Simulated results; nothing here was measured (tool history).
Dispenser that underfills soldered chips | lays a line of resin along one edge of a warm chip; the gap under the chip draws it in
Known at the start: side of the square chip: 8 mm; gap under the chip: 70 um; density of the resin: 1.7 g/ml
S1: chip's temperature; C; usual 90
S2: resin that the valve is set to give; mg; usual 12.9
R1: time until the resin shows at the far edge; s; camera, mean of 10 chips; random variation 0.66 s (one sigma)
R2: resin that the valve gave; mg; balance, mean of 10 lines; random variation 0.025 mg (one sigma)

run 1 day=0.000 | S1=90 S2=12.9 | R1=88.7 R2=12.86
-- day=0.275 new syringe of resin
run 2 day=0.429 | S1=102 S2=12.9 | R1=50.2 R2=12.85
run 3 day=0.754 | S1=81 S2=12.9 | R1=138.6 R2=12.74
-- day=0.896 new syringe of resin
run 4 day=1.042 | S1=99 S2=12.9 | R1=53.9 R2=12.77
run 5 day=1.354 | S1=99 S2=12.9 | R1=75.3 R2=12.70
-- day=1.492 new syringe of resin
run 6 day=1.888 | S1=96 S2=12.9 | R1=77.7 R2=12.63
-- day=2.079 new syringe of resin
-- day=2.454 dispensing valve cleaned and set on the balance
run 7 day=2.521 | S1=96 S2=12.9 | R1=76.2 R2=12.95
-- day=2.742 new syringe of resin
run 8 day=2.921 | S1=90 S2=12.9 | R1=74.3 R2=12.91
-- day=3.362 new syringe of resin
run 9 day=3.479 | S1=90 S2=14.9 | R1=70.3 R2=14.77
run 10 day=3.725 | S1=90 S2=14.9 | R1=91.9 R2=14.76
-- day=3.954 new syringe of resin
run 11 day=4.017 | S1=90 S2=14.9 | R1=66.4 R2=14.68
run 12 day=4.383 | S1=90 S2=14.9 | R1=98.6 R2=14.67
-- day=4.575 new syringe of resin
run 13 day=4.971 | S1=82 S2=13.8 | R1=121.4 R2=13.52
-- day=5.179 new syringe of resin
-- day=5.258 dispensing valve cleaned and set on the balance
run 14 day=5.579 | S1=80 S2=14.3 | R1=127.6 R2=14.31
-- day=5.804 new syringe of resin
run 15 day=6.042 | S1=84 S2=12.9 | R1=99.7 R2=12.86
-- day=6.388 new syringe of resin
run 16 day=6.417 | S1=88 S2=12.9 | R1=71.1 R2=12.78
run 17 day=6.917 | S1=80 S2=13.5 | R1=152.5 R2=13.28
-- day=7.008 new syringe of resin
run 18 day=7.417 | S1=76 S2=14.5 | R1=154.9 R2=14.20
-- day=7.596 new syringe of resin
run 19 day=7.971 | S1=76 S2=14.5 | R1=152.8 R2=14.12
-- day=8.062 dispensing valve cleaned and set on the balance
-- day=8.242 new syringe of resin
run 20 day=8.325 | S1=76 S2=14.5 | R1=116.8 R2=14.46
run 21 day=8.667 | S1=94 S2=12.9 | R1=88.4 R2=12.86
-- day=8.850 new syringe of resin
run 22 day=9.138 | S1=94 S2=12.9 | R1=74.5 R2=12.78
-- day=9.446 new syringe of resin
run 23 day=9.667 | S1=81 S2=12.7 | R1=108.5 R2=12.50

Some steps in R1 between neighbouring runs. How much of each would the tool show without its hidden state too (settings, what came in, random variation), and how much is left for the hidden state, with any gauge scatter that isn't in both results?
The hidden state here: resin's viscosity, % of fresh resin's; dose that the valve gives, % of what is set; true chip temperature over the reading, C; drift of the gauge itself on fill_s, %; drift of the gauge itself on given_mg, %.
Run 2 -> 3: S1 102 -> 81. R1 +88.4 s: hidden state +49.1, all else +39.3.
Run 3 -> 4: S1 81 -> 99, new syringe of resin. R1 -84.7 s: hidden state -48.7, all else -36.0.
Run 16 -> 17: S1 88 -> 80, S2 12.9 -> 13.5. R1 +81.4 s: hidden state +63.1, all else +18.3.

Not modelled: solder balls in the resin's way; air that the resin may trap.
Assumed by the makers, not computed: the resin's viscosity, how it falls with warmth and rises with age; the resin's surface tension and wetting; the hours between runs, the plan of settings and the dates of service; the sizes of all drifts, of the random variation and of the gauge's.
